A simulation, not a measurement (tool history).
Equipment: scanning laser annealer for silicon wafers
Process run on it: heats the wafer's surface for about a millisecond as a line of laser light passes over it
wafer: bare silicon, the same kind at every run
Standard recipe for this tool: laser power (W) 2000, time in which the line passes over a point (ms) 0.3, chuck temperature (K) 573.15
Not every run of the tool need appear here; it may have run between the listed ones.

run   hour  laser power (W)  time in which the line passes over a point (ms)  chuck temperature (K)  highest temperature of the surface (K)
  1      0             2000                                              0.3                 573.15                                 1294.15
  2   11.6             2000                                              0.3                 573.15                                 1293.15
  3   22.6             2000                                              0.3                 573.15                                 1295.15
  4   31.3             2000                                            0.216                 573.15                                 1199.15
  5   43.1             1856                                              0.3                 573.15                                 1242.15
  6   55.9             1856                                              0.3                 573.15                                 1243.15
  7   66.5             1856                                              0.3                 573.15                                 1244.15
  8   78.7             1856                                              0.3                 573.15                                 1243.15
  9   85.6             1856                                              0.3                 573.15                                 1245.15
 10   95.2             1896                                              0.3                 573.15                                 1257.15
 11  107.1             1896                                              0.3                 573.15                                 1255.15
 12  113.3             1896                                              0.3                 573.15                                 1257.15
 13  123.4             1896                                              0.3                 573.15                                 1255.15
 14  132.9             1896                                              0.3                 573.15                                 1258.15
 15  140.4             1896                                              0.3                 573.15                                 1261.15
 16  148.1             1896                                              0.3                 573.15                                 1256.15
 17  153.5             2118                                            0.327                 604.15                                 1390.15
 18  158.9             2118                                            0.327                 604.15                                 1394.15
 19  172.1             2118                                            0.327                 604.15                                 1394.15
 20  180.3             2010                                            0.219                 613.15                                 1244.15
 21  192.9             1983                                            0.349                 568.15                                 1335.15
 22  200.3             1983                                            0.349                 568.15                                 1332.15
 23  210.8             1983                                            0.349                 568.15                                 1332.15
 24  222.3             1780                                            0.294                 602.15                                 1238.15
 25  230.5             1780                                            0.219                 612.15                                 1173.15
 26  237.9             1883                                            0.297                 573.15                                 1248.15
 27  250.3             1971                                            0.346                 582.15                                 1338.15
 28  259.7             1701                                            0.227                 592.15                                 1137.15
 29  269.6             2025                                            0.215                 573.15                                 1203.15

Alternative continuations, all from the tool just after run 29; predict every row:
  A  281.1             1785                                            0.225                 573.15                                       ?
  B  281.1             1904                                            0.253                 537.15                                       ?
  C  281.1             1882                                            0.329                 582.15                                       ?
  D  281.1             1875                                            0.366                 585.15                                       ?
  E  281.1             2000                                             0.22                 611.15                                       ?

run  highest temperature of the surface (K)
  A                                 1145.15
  B                                 1171.15
  C                                 1287.15
  D                                 1320.15
  E                                 1238.15
With the hidden condition removed and each run's random variation left untouched, the same runs would have given:
run  highest temperature of the surface (K)
  A                                 1156.15
  B                                 1183.15
  C                                 1301.15
  D                                 1334.15
  E                                 1250.15

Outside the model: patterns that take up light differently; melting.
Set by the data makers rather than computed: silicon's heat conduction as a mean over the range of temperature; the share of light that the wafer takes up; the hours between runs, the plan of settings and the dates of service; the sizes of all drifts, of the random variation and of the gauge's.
